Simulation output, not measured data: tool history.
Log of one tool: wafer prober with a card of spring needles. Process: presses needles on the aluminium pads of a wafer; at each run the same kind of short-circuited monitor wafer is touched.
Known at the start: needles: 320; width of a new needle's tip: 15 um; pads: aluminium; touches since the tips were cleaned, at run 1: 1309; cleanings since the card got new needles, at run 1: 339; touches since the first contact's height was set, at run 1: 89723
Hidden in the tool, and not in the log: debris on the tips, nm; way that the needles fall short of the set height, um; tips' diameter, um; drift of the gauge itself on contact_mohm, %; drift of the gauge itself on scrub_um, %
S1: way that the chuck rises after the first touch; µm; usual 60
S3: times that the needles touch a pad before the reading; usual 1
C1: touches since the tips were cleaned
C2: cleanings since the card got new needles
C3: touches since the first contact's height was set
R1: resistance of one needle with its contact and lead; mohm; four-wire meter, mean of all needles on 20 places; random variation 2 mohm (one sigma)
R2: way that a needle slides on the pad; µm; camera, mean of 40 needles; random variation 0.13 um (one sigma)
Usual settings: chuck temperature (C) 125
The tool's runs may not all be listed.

Run 1, hour 0: usual settings; C1 1309; C2 339; C3 89723. Result: R1 290 mohm, R2 11.15 µm.
At hour 2.2: tips cleaned on abrasive film.
At hour 7.7: tips cleaned on abrasive film.
At hour 13.1: tips cleaned on abrasive film.
At hour 17.4: tips cleaned on abrasive film.
At hour 22.9: tips cleaned on abrasive film.
At hour 28.3: tips cleaned on abrasive film.
At hour 33.7: tips cleaned on abrasive film.
At hour 39.1: tips cleaned on abrasive film.
At hour 43.5: tips cleaned on abrasive film.
At hour 47.9: tips cleaned on abrasive film.
Run 2, hour 47.9: usual settings; C1 0; C2 349; C3 117319. Result: R1 245 mohm, R2 10.88 µm.
At hour 52.2: tips cleaned on abrasive film.
At hour 56.6: tips cleaned on abrasive film.
At hour 62: tips cleaned on abrasive film.
At hour 66.4: tips cleaned on abrasive film.
At hour 71.8: tips cleaned on abrasive film.
At hour 77.2: tips cleaned on abrasive film.
At hour 77.5: height of the first contact set anew.
At hour 83: tips cleaned on abrasive film.
At hour 88.4: tips cleaned on abrasive film.
At hour 93.8: tips cleaned on abrasive film.
At hour 99.2: tips cleaned on abrasive film.
At hour 104.7: tips cleaned on abrasive film.
At hour 110.1: tips cleaned on abrasive film.
Run 3, hour 111.2: usual settings; C1 636; C2 361; C3 19447. Result: R1 275 mohm, R2 11.56 µm.
At hour 115.5: tips cleaned on abrasive film.
At hour 120.9: tips cleaned on abrasive film.
At hour 126.3: tips cleaned on abrasive film.
At hour 131.7: tips cleaned on abrasive film.
At hour 137.2: tips cleaned on abrasive film.
At hour 141.5: tips cleaned on abrasive film.
At hour 146.9: tips cleaned on abrasive film.
At hour 151.3: tips cleaned on abrasive film.
At hour 156.7: tips cleaned on abrasive film.
At hour 161.5: tips cleaned on abrasive film.
Run 4, hour 161.5: usual settings; C1 0; C2 371; C3 48481. Result: R1 241 mohm, R2 11.27 µm.
At hour 166.9: tips cleaned on abrasive film.
At hour 172.3: tips cleaned on abrasive film.
At hour 177.8: tips cleaned on abrasive film.
At hour 183.2: tips cleaned on abrasive film.
At hour 188.6: tips cleaned on abrasive film.
Run 5, hour 191.3: usual settings; C1 1598; C2 376; C3 65754. Result: R1 308 mohm, R2 11.28 µm.
At hour 193.5: tips cleaned on abrasive film.
At hour 199: tips cleaned on abrasive film.
At hour 204.4: tips cleaned on abrasive film.
At hour 208.8: tips cleaned on abrasive film.
At hour 214.2: tips cleaned on abrasive film.
At hour 218.5: tips cleaned on abrasive film.
At hour 224: tips cleaned on abrasive film.
At hour 229.4: tips cleaned on abrasive film.
At hour 234.8: tips cleaned on abrasive film.
At hour 240.2: tips cleaned on abrasive film.
Run 6, hour 240.2: usual settings; C1 0; C2 386; C3 93957. Result: R1 244 mohm, R2 11.14 µm.
At hour 244.6: tips cleaned on abrasive film.
At hour 250: tips cleaned on abrasive film.
At hour 255.4: tips cleaned on abrasive film.
At hour 260.9: tips cleaned on abrasive film.
At hour 266.3: tips cleaned on abrasive film.
At hour 271.7: tips cleaned on abrasive film.
At hour 277.1: tips cleaned on abrasive film.
Run 7, hour 279.7: usual settings but chuck temperature (C) 117; C1 1525; C2 393; C3 116802. Result: R1 316 mohm, R2 10.88 µm.
At hour 281.9: tips cleaned on abrasive film.
At hour 286.3: tips cleaned on abrasive film.
At hour 291.7: tips cleaned on abrasive film.
At hour 297.2: tips cleaned on abrasive film.
At hour 302.6: tips cleaned on abrasive film.
At hour 306.9: tips cleaned on abrasive film.
At hour 310.4: height of the first contact set anew.
At hour 312.7: tips cleaned on abrasive film.
At hour 318.1: tips cleaned on abrasive film.
At hour 323.5: tips cleaned on abrasive film.
At hour 328.9: tips cleaned on abrasive film.
At hour 334.4: tips cleaned on abrasive film.
At hour 338.7: tips cleaned on abrasive film.
Run 8, hour 340.8: usual settings but chuck temperature (C) 117; C1 1238; C2 405; C3 17541. Result: R1 298 mohm, R2 11.7 µm.
At hour 344.1: tips cleaned on abrasive film.
At hour 349.5: tips cleaned on abrasive film.
At hour 353.9: tips cleaned on abrasive film.
At hour 359.3: tips cleaned on abrasive film.
At hour 364.8: tips cleaned on abrasive film.
At hour 370.2: tips cleaned on abrasive film.
At hour 375.6: tips cleaned on abrasive film.
At hour 380: tips cleaned on abrasive film.
Run 9, hour 383: usual settings; C1 1761; C2 413; C3 41877. Result: R1 331 mohm, R2 11.44 µm.
At hour 385.2: tips cleaned on abrasive film.
At hour 389.6: tips cleaned on abrasive film.
At hour 395: tips cleaned on abrasive film.
At hour 400.4: tips cleaned on abrasive film.
At hour 405.8: tips cleaned on abrasive film.
At hour 411.2: tips cleaned on abrasive film.
At hour 415.6: tips cleaned on abrasive film.
At hour 421: tips cleaned on abrasive film.
At hour 425.4: tips cleaned on abrasive film.
Run 10, hour 429: usual settings; C1 2136; C2 422; C3 68468. Result: R1 344 mohm, R2 11.34 µm.
At hour 430.2: tips cleaned on abrasive film.
At hour 434.5: tips cleaned on abrasive film.
At hour 440: tips cleaned on abrasive film.
At hour 445.4: tips cleaned on abrasive film.
At hour 449.8: tips cleaned on abrasive film.
At hour 455.2: tips cleaned on abrasive film.
At hour 460.6: tips cleaned on abrasive film.
At hour 465: tips cleaned on abrasive film.
At hour 470.4: tips cleaned on abrasive film.
At hour 475.8: tips cleaned on abrasive film.
At hour 480.2: tips cleaned on abrasive film.
Run 11, hour 482.2: usual settings but S1 46 µm, chuck temperature (C) 44; C1 1197; C2 433; C3 99137. Result: R1 350 mohm, R2 8.23 µm.
At hour 485.5: tips cleaned on abrasive film.
At hour 489.9: tips cleaned on abrasive film.
At hour 495.3: tips cleaned on abrasive film.
At hour 500.7: tips cleaned on abrasive film.
At hour 506.1: tips cleaned on abrasive film.
At hour 511.6: tips cleaned on abrasive film.
At hour 517: tips cleaned on abrasive film.
At hour 522.3: tips cleaned on abrasive film.
Run 12, hour 522.3: usual settings but S1 64 µm, S3 2; C1 0; C2 441; C3 122242. Result: R1 245 mohm, R2 11.52 µm.
At hour 526.6: tips cleaned on abrasive film.
At hour 532: tips cleaned on abrasive film.
At hour 537.5: tips cleaned on abrasive film.
At hour 542.9: tips cleaned on abrasive film.
At hour 543.2: height of the first contact set anew.
At hour 548.6: tips cleaned on abrasive film.
At hour 554: tips cleaned on abrasive film.
At hour 559.5: tips cleaned on abrasive film.
At hour 564.9: tips cleaned on abrasive film.
At hour 570.3: tips cleaned on abrasive film.
At hour 582.3: card fitted with new needles.
At hour 586.7: tips cleaned on abrasive film.
At hour 592: tips cleaned on abrasive film.
Run 13, hour 592: usual settings but S1 64 µm, S3 2; C1 0; C2 2; C3 5586. Result: R1 223 mohm, R2 12.52 µm.
At hour 597.4: tips cleaned on abrasive film.
At hour 601.8: tips cleaned on abrasive film.
At hour 607.2: tips cleaned on abrasive film.
At hour 612.6: tips cleaned on abrasive film.
At hour 618.1: tips cleaned on abrasive film.
At hour 622.4: tips cleaned on abrasive film.
At hour 627.8: tips cleaned on abrasive film.
At hour 633.3: tips cleaned on abrasive film.
At hour 637.6: tips cleaned on abrasive film.
At hour 643.1: tips cleaned on abrasive film.
Run 14, hour 643.8: usual settings but S1 64 µm, S3 2; C1 454; C2 12; C3 35512. Result: R1 225 mohm, R2 11.86 µm.
At hour 648.2: tips cleaned on abrasive film.
At hour 652.5: tips cleaned on abrasive film.
At hour 658: tips cleaned on abrasive film.
At hour 662.3: tips cleaned on abrasive film.
At hour 667.8: tips cleaned on abrasive film.
At hour 673.2: tips cleaned on abrasive film.
At hour 678.6: tips cleaned on abrasive film.
At hour 684: tips cleaned on abrasive film.
Run 15, hour 686.7: usual settings but S1 64 µm, S3 2; C1 1602; C2 20; C3 60315. Result: R1 239 mohm, R2 12.11 µm.
At hour 689: tips cleaned on abrasive film.
At hour 693.3: tips cleaned on abrasive film.
At hour 698.8: tips cleaned on abrasive film.
At hour 704.2: tips cleaned on abrasive film.
At hour 709.6: tips cleaned on abrasive film.
At hour 715: tips cleaned on abrasive film.
At hour 720.5: tips cleaned on abrasive film.
At hour 724.8: tips cleaned on abrasive film.
Run 16, hour 728.8: usual settings but S1 76 µm, chuck temperature (C) 51, S3 2; C1 2328; C2 28; C3 84589. Result: R1 215 mohm, R2 14.18 µm.

The next listed run, before its measurement:
At hour 729.9: tips cleaned on abrasive film.
At hour 734.3: tips cleaned on abrasive film.
At hour 739.7: tips cleaned on abrasive film.
At hour 745.1: tips cleaned on abrasive film.
At hour 750.6: tips cleaned on abrasive film.
At hour 754.9: tips cleaned on abrasive film.
At hour 760.4: tips cleaned on abrasive film.
At hour 765.8: tips cleaned on abrasive film.
At hour 771.2: tips cleaned on abrasive film.
At hour 775.7: tips cleaned on abrasive film.
Run 17, hour 775.7: usual settings but S1 76 µm, chuck temperature (C) 51, S3 2; C1 0; C2 38; C3 111638. Result: R1 ?, R2 ?.

{"run 17": {"R1": 201, "R2": 14.06}}
Without the tool's hidden state the same run would have given R1 198 mohm, R2 14.87 µm.

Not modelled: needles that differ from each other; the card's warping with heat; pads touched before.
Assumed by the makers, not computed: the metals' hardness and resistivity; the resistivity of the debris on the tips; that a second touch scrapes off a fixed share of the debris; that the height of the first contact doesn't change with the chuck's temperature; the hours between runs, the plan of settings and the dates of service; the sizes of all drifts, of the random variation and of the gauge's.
